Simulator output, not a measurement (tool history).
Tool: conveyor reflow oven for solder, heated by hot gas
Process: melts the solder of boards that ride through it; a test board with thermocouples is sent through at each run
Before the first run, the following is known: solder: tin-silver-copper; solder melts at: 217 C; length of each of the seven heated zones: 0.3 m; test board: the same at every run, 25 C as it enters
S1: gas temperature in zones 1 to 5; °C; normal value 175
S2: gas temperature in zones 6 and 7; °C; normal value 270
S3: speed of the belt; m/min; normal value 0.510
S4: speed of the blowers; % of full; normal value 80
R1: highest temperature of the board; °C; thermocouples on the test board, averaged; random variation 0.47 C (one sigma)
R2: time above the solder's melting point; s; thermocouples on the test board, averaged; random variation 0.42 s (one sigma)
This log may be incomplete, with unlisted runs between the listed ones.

run,day,S1,S2,S3,S4,R1,R2
1,0.000,175,270,0.510,80,249.7,53.4
2,0.642,175,270,0.510,80,250.1,52.8
3,1.621,175,270,0.510,80,249.9,53.3
# day 2.629: flux residue cleaned out of gas plates and filters
4,3.117,175,270,0.510,80,249.4,53.0
5,4.396,175,270,0.558,80,245.8,45.3
# day 6.029: flux residue cleaned out of gas plates and filters, once more
6,6.071,175,270,0.558,80,248.3,46.8
7,6.862,175,268,0.510,80,248.3,53.1
# day 8.171: belt drive overhauled, speed set with a stopwatch
8,8.171,175,268,0.510,80,247.5,50.3
9,9.450,175,268,0.510,80,248.7,49.6
10,10.312,175,268,0.510,80,247.7,49.8
11,11.600,186,270,0.510,64,248.1,53.4
12,12.454,161,275,0.547,55,240.3,33.9
13,13.692,166,284,0.547,55,249.0,42.7
14,14.700,166,284,0.547,55,249.3,42.6
15,15.758,166,284,0.547,55,247.3,42.6

Each row is a separate what-if for the run after 15, all from the same tool condition, not one after another. Results?
A,16.446,183,270,0.510,59,?,?
B,16.446,176,284,0.547,55,?,?
C,16.446,174,265,0.547,55,?,?
D,16.446,184,284,0.547,55,?,?
E,16.446,166,284,0.493,65,?,?

run,R1,R2
A,246.3,49.4
B,250.7,46.9
C,234.9,32.3
D,253.8,51.3
E,255.8,53.6
With the hidden condition removed and each run's random variation left untouched, the same runs would have given:
run,R1,R2
A,251.6,53.3
B,256.1,50.4
C,240.0,37.6
D,259.1,54.4
E,261.5,56.9
